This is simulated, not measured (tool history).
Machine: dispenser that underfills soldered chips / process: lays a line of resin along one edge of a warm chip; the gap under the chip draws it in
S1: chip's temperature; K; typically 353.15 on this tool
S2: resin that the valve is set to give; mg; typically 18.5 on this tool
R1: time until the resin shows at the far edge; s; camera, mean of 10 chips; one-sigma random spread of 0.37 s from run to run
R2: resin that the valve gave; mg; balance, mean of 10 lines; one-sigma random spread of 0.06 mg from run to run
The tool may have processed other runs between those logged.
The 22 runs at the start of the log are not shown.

run     day      S1    S2    R1     R2
     10.367  -- new syringe of resin
 23  10.471  348.15  16.1  30.3  15.62
 24  10.958  364.15  21.0  23.6  20.30
     11.046  -- new syringe of resin
 25  11.417  362.15  21.7  20.7  20.87
     11.712  -- new syringe of resin
 26  12.075  362.15  21.7  20.5  20.83
     12.408  -- new syringe of resin
 27  12.704  353.15  16.5  29.7  15.73
     13.100  -- new syringe of resin
 28  13.162  353.15  16.5  21.9  15.81
     13.467  -- dispensing valve cleaned and set on the balance
 29  13.692  353.15  16.5  38.3  16.52
     13.817  -- new syringe of resin
 30  13.992  343.15  20.6  38.1  20.56
     14.496  -- new syringe of resin
 31  14.529  343.15  20.6  32.5  20.44
 32  15.117  348.15  19.2  49.6  18.92
     15.192  -- new syringe of resin
 33  15.629  348.15  20.3  41.3  19.92
     15.888  -- new syringe of resin
 34  15.938  348.15  20.3  26.6  20.04
 35  16.500  339.15  16.3  80.0  15.98

Branching from run 35: 4 alternative next runs. What would each branch give?
     16.567  -- new syringe of resin
  A  17.162  339.15  22.0   ?   ?
     16.567  -- new syringe of resin
  B  17.162  339.15  22.8   ?   ?
     16.567  -- new syringe of resin
  C  17.162  347.15  23.2   ?   ?
     16.567  -- new syringe of resin
  D  17.162  340.15  17.2   ?   ?

run    R1     R2
  A  71.7  21.51
  B  71.9  22.33
  C  48.8  22.72
  D  71.7  16.95
Without the tool's unlogged condition, the same runs would have read:
run    R1     R2
  A  41.6  22.06
  B  41.6  22.90
  C  28.2  23.30
  D  41.5  17.39
